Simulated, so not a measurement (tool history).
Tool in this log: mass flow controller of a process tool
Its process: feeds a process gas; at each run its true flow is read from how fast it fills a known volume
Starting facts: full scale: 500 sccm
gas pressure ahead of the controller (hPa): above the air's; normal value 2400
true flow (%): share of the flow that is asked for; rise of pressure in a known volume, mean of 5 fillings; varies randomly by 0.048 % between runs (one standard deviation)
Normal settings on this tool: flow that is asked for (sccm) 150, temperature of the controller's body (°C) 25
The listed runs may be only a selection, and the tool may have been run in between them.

run    hour  flow that is asked for (sccm)  gas pressure ahead of the controller (hPa)  temperature of the controller's body (°C)  true flow (%)
  1       0                            150                                        2400                                         25          99.09
  2   209.6                            245                                        2400                                         25          99.41
  3   427.1                            150                                        2400                                         21          98.83
  4   567.3                            150                                        2400                                         21          98.88
  5   753.1                            150                                        2400                                         21          98.91
  6   853.7                            150                                        2400                                         25          99.09
  7   973.4                            150                                        2400                                         33          99.54
  8  1130.6                            150                                        1410                                         33          98.95
  9    1352                            150                                        1410                                         33          98.92
 10  1486.5                            150                                        1410                                         33          98.98
 11  1713.5                            150                                        1410                                         33          98.88
 12    1950                            150                                        1410                                         33           99.1
 13  2158.1                            150                                        1410                                         33          98.94
 14  2397.3                            150                                        1410                                         33          98.91
 15  2507.2                            150                                        2400                                         25           99.1
 16  2720.6                            150                                        2400                                         25          99.18
 17  2861.1                            150                                        2400                                         25          99.12
 18  3011.7                            150                                        2400                                         33          99.55
 19  3125.6                            353                                        2400                                         25           99.8
 20  3342.5                            353                                        2400                                         25          99.76
 21  3525.1                            353                                        2400                                         25          99.79
 22  3709.9                            353                                        2400                                         25          99.82
 23  3813.4                            193                                        2280                                         35          99.82
 24  3980.5                            272                                        2400                                         39         100.39
 25  4216.3                            150                                        1620                                         38          99.38
 26  4465.3                            149                                        2520                                         34          99.68
 27  4702.6                            149                                        2520                                         23          99.07
 28  4870.7                            149                                        2520                                         23          99.06
 29  5084.3                            149                                        2520                                         23          99.07
 30  5330.9                            150                                        2260                                         35          99.72
 31    5537                             88                                        2400                                         25          98.97
 32  5684.2                            473                                        1950                                         36         100.59
 33  5835.2                            473                                        1710                                         26           99.8
 34  6067.2                             82                                        1890                                         36          99.17
 35  6217.1                            150                                        2220                                         34          99.57
 36  6354.4                            103                                        2400                                         29          99.22
 37  6497.7                            308                                        1430                                         26          98.99
 38  6614.1                            308                                        2720                                         26          99.74
 39    6815                             69                                        2290                                         27          98.89
 40  7052.8                            479                                        1950                                         28          100.1
 41  7263.2                            150                                        2130                                         25          98.94
 42  7382.3                            219                                        2100                                         24          99.05
 43  7561.3                            273                                        2060                                         21          99.07
 44  7806.4                            150                                        1700                                         34          99.26

Not shown: 1 entry that the log had between the listed runs. Between which runs, and how does the tool's hidden state differ before and after?
After run 24, before run 25: controller exchanged for a calibrated one (hour 4086.8)
  flow at rest that the sensor doesn't see, % of full scale: -0.004 -> 0; true flow over the shown one, %: 0.01 -> 0
